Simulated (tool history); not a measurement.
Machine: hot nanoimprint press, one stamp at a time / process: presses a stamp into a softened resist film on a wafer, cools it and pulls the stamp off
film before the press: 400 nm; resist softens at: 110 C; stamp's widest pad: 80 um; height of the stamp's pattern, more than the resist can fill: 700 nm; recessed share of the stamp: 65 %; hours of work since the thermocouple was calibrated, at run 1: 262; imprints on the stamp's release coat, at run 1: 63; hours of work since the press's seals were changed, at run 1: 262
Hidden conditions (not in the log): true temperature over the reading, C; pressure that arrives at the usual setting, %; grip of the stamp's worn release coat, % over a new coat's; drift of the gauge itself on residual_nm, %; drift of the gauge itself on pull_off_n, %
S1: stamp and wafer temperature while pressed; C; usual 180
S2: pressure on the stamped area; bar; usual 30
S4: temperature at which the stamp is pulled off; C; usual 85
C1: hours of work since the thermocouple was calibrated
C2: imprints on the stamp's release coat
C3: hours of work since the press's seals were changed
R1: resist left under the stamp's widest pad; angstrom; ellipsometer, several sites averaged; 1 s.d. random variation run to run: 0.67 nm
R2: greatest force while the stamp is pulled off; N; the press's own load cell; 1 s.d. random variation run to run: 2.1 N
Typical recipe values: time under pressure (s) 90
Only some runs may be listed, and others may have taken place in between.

{"run": 1, "hour": 0.0, "S1": 180, "S2": 30, "time under pressure (s)": 90, "S4": 85, "C1": 262, "C2": 63, "C3": 262, "R1": 1633, "R2": 123}
{"run": 2, "hour": 33.9, "S1": 168, "S2": 30, "time under pressure (s)": 90, "S4": 85, "C1": 284, "C2": 194, "C3": 284, "R1": 2722, "R2": 131}
{"run": 3, "hour": 67.3, "S1": 168, "S2": 30, "time under pressure (s)": 90, "S4": 85, "C1": 304, "C2": 324, "C3": 304, "R1": 2727, "R2": 133}
{"run": 4, "hour": 87.8, "S1": 168, "S2": 30, "time under pressure (s)": 90, "S4": 85, "C1": 317, "C2": 404, "C3": 317, "R1": 2726, "R2": 134}
{"run": 5, "hour": 113.7, "S1": 180, "S2": 30, "time under pressure (s)": 90, "S4": 90, "C1": 333, "C2": 505, "C3": 333, "R1": 1638, "R2": 120}
{"hour": 122.0, "done": "stamp cleaned and given a new release coat"}
{"run": 6, "hour": 144.4, "S1": 180, "S2": 30, "time under pressure (s)": 90, "S4": 90, "C1": 349, "C2": 87, "C3": 349, "R1": 1622, "R2": 108}
{"run": 7, "hour": 176.0, "S1": 180, "S2": 30, "time under pressure (s)": 90, "S4": 85, "C1": 369, "C2": 210, "C3": 369, "R1": 1623, "R2": 126}
{"run": 8, "hour": 198.1, "S1": 180, "S2": 30, "time under pressure (s)": 90, "S4": 71, "C1": 382, "C2": 295, "C3": 382, "R1": 1621, "R2": 188}
{"run": 9, "hour": 228.3, "S1": 180, "S2": 23, "time under pressure (s)": 90, "S4": 85, "C1": 401, "C2": 413, "C3": 401, "R1": 1809, "R2": 134}
{"hour": 258.8, "done": "stamp cleaned and given a new release coat"}
{"run": 10, "hour": 265.9, "S1": 179, "S2": 30, "time under pressure (s)": 90, "S4": 85, "C1": 421, "C2": 28, "C3": 421, "R1": 1682, "R2": 118}
{"run": 11, "hour": 302.0, "S1": 180, "S2": 30, "time under pressure (s)": 90, "S4": 85, "C1": 444, "C2": 168, "C3": 444, "R1": 1613, "R2": 128}
{"run": 12, "hour": 327.0, "S1": 180, "S2": 30, "time under pressure (s)": 90, "S4": 85, "C1": 459, "C2": 265, "C3": 459, "R1": 1620, "R2": 127}
{"run": 13, "hour": 346.0, "S1": 180, "S2": 30, "time under pressure (s)": 90, "S4": 85, "C1": 471, "C2": 339, "C3": 471, "R1": 1609, "R2": 134}
{"run": 14, "hour": 374.2, "S1": 180, "S2": 30, "time under pressure (s)": 130, "S4": 85, "C1": 489, "C2": 449, "C3": 489, "R1": 1375, "R2": 135}
{"hour": 397.2, "done": "stamp cleaned and given a new release coat"}
{"run": 15, "hour": 400.0, "S1": 180, "S2": 30, "time under pressure (s)": 90, "S4": 85, "C1": 501, "C2": 10, "C3": 501, "R1": 1607, "R2": 122}
{"run": 16, "hour": 418.8, "S1": 180, "S2": 30, "time under pressure (s)": 105, "S4": 85, "C1": 513, "C2": 83, "C3": 513, "R1": 1497, "R2": 127}
{"run": 17, "hour": 455.9, "S1": 170, "S2": 30, "time under pressure (s)": 64, "S4": 85, "C1": 536, "C2": 228, "C3": 536, "R1": 2734, "R2": 129}
{"run": 18, "hour": 492.1, "S1": 170, "S2": 30, "time under pressure (s)": 64, "S4": 85, "C1": 559, "C2": 368, "C3": 559, "R1": 2738, "R2": 138}
{"hour": 518.5, "done": "press's hydraulic seals changed and the load cell set to zero"}
{"run": 19, "hour": 525.3, "S1": 168, "S2": 30, "time under pressure (s)": 90, "S4": 85, "C1": 574, "C2": 466, "C3": 4, "R1": 2653, "R2": 138}
{"hour": 541.8, "done": "stamp cleaned and given a new release coat"}
{"hour": 548.1, "done": "plate thermocouple calibrated"}
{"run": 20, "hour": 551.0, "S1": 168, "S2": 30, "time under pressure (s)": 90, "S4": 85, "C1": 2, "C2": 24, "C3": 15, "R1": 2586, "R2": 115}

What will run 21 give?
{"run": 21, "hour": 585.1, "S1": 180, "S2": 30, "time under pressure (s)": 90, "S4": 80, "C1": 23, "C2": 157, "C3": 36, "R1": "?", "R2": "?"}

R1: 1522 angstrom
R2: 140 N
Were there no unlogged condition in the tool, this run, its random variation unchanged, would have produced R1 1649 angstrom, R2 140 N.

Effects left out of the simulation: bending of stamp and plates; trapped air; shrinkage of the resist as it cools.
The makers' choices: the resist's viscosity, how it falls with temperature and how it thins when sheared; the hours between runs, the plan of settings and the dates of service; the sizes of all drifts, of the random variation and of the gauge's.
